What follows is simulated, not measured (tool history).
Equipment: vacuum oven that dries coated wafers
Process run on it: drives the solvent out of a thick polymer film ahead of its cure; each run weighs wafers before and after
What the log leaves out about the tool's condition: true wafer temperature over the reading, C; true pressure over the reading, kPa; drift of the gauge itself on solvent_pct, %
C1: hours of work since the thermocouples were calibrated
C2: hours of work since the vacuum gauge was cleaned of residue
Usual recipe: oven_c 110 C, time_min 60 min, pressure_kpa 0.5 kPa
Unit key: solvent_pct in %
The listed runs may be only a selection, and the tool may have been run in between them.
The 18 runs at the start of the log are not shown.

{"run": 19, "hour": 1478.3, "oven_c": 103, "time_min": 33, "pressure_kpa": 0.514, "C1": 230, "C2": 111, "solvent_pct": 8.91}
{"run": 20, "hour": 1579.9, "oven_c": 103, "time_min": 33, "pressure_kpa": 0.514, "C1": 276, "C2": 157, "solvent_pct": 8.85}
{"run": 21, "hour": 1655.1, "oven_c": 119, "time_min": 60, "pressure_kpa": 0.5, "C1": 310, "C2": 191, "solvent_pct": 1.03}
{"hour": 1731.1, "done": "vacuum gauge cleaned of residue and calibrated, once more"}
{"run": 22, "hour": 1773.7, "oven_c": 110, "time_min": 53, "pressure_kpa": 0.614, "C1": 362, "C2": 19, "solvent_pct": 3.2}
{"run": 23, "hour": 1868.5, "oven_c": 116, "time_min": 81, "pressure_kpa": 1.239, "C1": 405, "C2": 62, "solvent_pct": 0.97}
{"run": 24, "hour": 1933.5, "oven_c": 105, "time_min": 32, "pressure_kpa": 0.393, "C1": 435, "C2": 91, "solvent_pct": 8.16}
{"run": 25, "hour": 2004.6, "oven_c": 105, "time_min": 32, "pressure_kpa": 0.393, "C1": 467, "C2": 123, "solvent_pct": 8.17}
{"run": 26, "hour": 2065.4, "oven_c": 105, "time_min": 32, "pressure_kpa": 0.393, "C1": 494, "C2": 151, "solvent_pct": 8.29}
{"run": 27, "hour": 2160.2, "oven_c": 98, "time_min": 47, "pressure_kpa": 0.393, "C1": 537, "C2": 194, "solvent_pct": 8.88}
{"run": 28, "hour": 2271.2, "oven_c": 112, "time_min": 60, "pressure_kpa": 1.775, "C1": 587, "C2": 244, "solvent_pct": 2.91}
{"run": 29, "hour": 2368.6, "oven_c": 124, "time_min": 38, "pressure_kpa": 0.5, "C1": 631, "C2": 288, "solvent_pct": 1.23}
{"run": 30, "hour": 2469.6, "oven_c": 124, "time_min": 38, "pressure_kpa": 0.5, "C1": 676, "C2": 333, "solvent_pct": 1.2}
{"run": 31, "hour": 2561.6, "oven_c": 109, "time_min": 48, "pressure_kpa": 1.354, "C1": 718, "C2": 375, "solvent_pct": 4.83}

Alternative continuations, all from the tool just after run 31; predict every row:
{"run": "A", "hour": 2656.1, "oven_c": 113, "time_min": 60, "pressure_kpa": 0.5, "C1": 761, "C2": 417, "solvent_pct": "?"}
{"run": "B", "hour": 2656.1, "oven_c": 102, "time_min": 60, "pressure_kpa": 1.265, "C1": 761, "C2": 417, "solvent_pct": "?"}
{"run": "C", "hour": 2656.1, "oven_c": 118, "time_min": 56, "pressure_kpa": 0.383, "C1": 761, "C2": 417, "solvent_pct": "?"}

run=A solvent_pct=2.13
run=B solvent_pct=6.24
run=C solvent_pct=1.05
Stripped of hidden state, with their random variation kept, the same runs would have yielded:
run=A solvent_pct=1.64
run=B solvent_pct=5.43
run=C solvent_pct=0.73
